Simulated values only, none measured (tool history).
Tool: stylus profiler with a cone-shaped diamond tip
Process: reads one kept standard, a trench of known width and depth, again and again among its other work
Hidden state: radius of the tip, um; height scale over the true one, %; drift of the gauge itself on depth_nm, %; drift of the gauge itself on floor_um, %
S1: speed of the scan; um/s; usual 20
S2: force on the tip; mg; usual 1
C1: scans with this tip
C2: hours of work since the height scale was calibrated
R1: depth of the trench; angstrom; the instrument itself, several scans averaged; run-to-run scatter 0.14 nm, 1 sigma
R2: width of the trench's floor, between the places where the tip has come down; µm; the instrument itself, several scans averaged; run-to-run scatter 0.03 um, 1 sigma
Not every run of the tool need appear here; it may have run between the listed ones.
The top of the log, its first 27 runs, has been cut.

Run 28, hour 430.3: usual settings but S1 17 um/s, S2 2.76 mg; C1 1577; C2 283. Result: R1 5077.7 angstrom, R2 95.53 µm.
Run 29, hour 451.1: usual settings but S1 29 um/s, S2 0.87 mg; C1 1641; C2 294. Result: R1 5037.9 angstrom, R2 95.29 µm.
Run 30, hour 465.3: usual settings but S1 13 um/s, S2 2.3 mg; C1 1684; C2 302. Result: R1 5070.1 angstrom, R2 95.54 µm.
Run 31, hour 477.2: usual settings but S1 41 um/s, S2 2.71 mg; C1 1720; C2 309. Result: R1 5080.4 angstrom, R2 95.4 µm.
Run 32, hour 494.4: usual settings but S1 11 um/s, S2 2.04 mg; C1 1772; C2 318. Result: R1 5064.3 angstrom, R2 95.57 µm.
Run 33, hour 514.7: usual settings but S1 21 um/s, S2 0.46 mg; C1 1834; C2 329. Result: R1 5021.3 angstrom, R2 95.32 µm.
Run 34, hour 527.4: usual settings but S1 21 um/s, S2 0.46 mg; C1 1873; C2 336. Result: R1 5021.6 angstrom, R2 95.34 µm.
Run 35, hour 546: usual settings but S1 21 um/s, S2 0.46 mg; C1 1929; C2 346. Result: R1 5021.7 angstrom, R2 95.36 µm.
Run 36, hour 562.4: usual settings but S1 15 um/s, S2 0.62 mg; C1 1979; C2 355. Result: R1 5028.7 angstrom, R2 95.44 µm.
Run 37, hour 584.5: usual settings but S1 15 um/s, S2 0.62 mg; C1 2046; C2 367. Result: R1 5027.1 angstrom, R2 95.4 µm.
Run 38, hour 596.3: usual settings but S1 41 um/s, S2 0.47 mg; C1 2082; C2 374. Result: R1 5023.6 angstrom, R2 95.04 µm.
Run 39, hour 609.5: usual settings but S1 18 um/s; C1 2122; C2 381. Result: R1 5039 angstrom, R2 95.51 µm.
Run 40, hour 628.1: usual settings but S1 18 um/s; C1 2179; C2 391. Result: R1 5039.4 angstrom, R2 95.44 µm.
Run 41, hour 642.4: usual settings but S1 32 um/s, S2 0.73 mg; C1 2222; C2 399. Result: R1 5029.7 angstrom, R2 95.25 µm.
Run 42, hour 652: usual settings but S1 12 um/s, S2 0.36 mg; C1 2252; C2 404. Result: R1 5021.1 angstrom, R2 95.41 µm.
Run 43, hour 661.8: usual settings but S1 12 um/s, S2 0.36 mg; C1 2282; C2 409. Result: R1 5020.9 angstrom, R2 95.4 µm.
Run 44, hour 677.8: usual settings but S1 44 um/s, S2 0.65 mg; C1 2330; C2 418. Result: R1 5029.1 angstrom, R2 95.07 µm.
Run 45, hour 691.3: usual settings but S1 44 um/s, S2 0.65 mg; C1 2371; C2 425. Result: R1 5031.5 angstrom, R2 95.11 µm.
Run 46, hour 714.8: usual settings but S1 44 um/s, S2 0.65 mg; C1 2443; C2 438. Result: R1 5029 angstrom, R2 95.1 µm.
Run 47, hour 725.7: usual settings but S1 44 um/s, S2 0.65 mg; C1 2476; C2 444. Result: R1 5031.7 angstrom, R2 95.08 µm.
Run 48, hour 736: usual settings but S1 6 um/s, S2 1.49 mg; C1 2507; C2 450. Result: R1 5050.4 angstrom, R2 95.58 µm.

Branching from run 48: 3 alternative next runs. What would each branch give?
Run A, hour 750.1: usual settings but S1 34 um/s, S2 2.8 mg; C1 2550; C2 457. Result: R1 ?, R2 ?.
Run B, hour 750.1: usual settings but S1 47 um/s; C1 2550; C2 457. Result: R1 ?, R2 ?.
Run C, hour 750.1: usual settings but S1 40 um/s, S2 2.19 mg; C1 2550; C2 457. Result: R1 ?, R2 ?.

run      R1     R2
  A  5078.6  95.47
  B  5037.8  95.09
  C  5067.7  95.34
With no hidden state in the tool, these same runs would have given:
run      R1     R2
  A  5078.7  95.48
  B  5037.9  95.09
  C  5067.8  95.34

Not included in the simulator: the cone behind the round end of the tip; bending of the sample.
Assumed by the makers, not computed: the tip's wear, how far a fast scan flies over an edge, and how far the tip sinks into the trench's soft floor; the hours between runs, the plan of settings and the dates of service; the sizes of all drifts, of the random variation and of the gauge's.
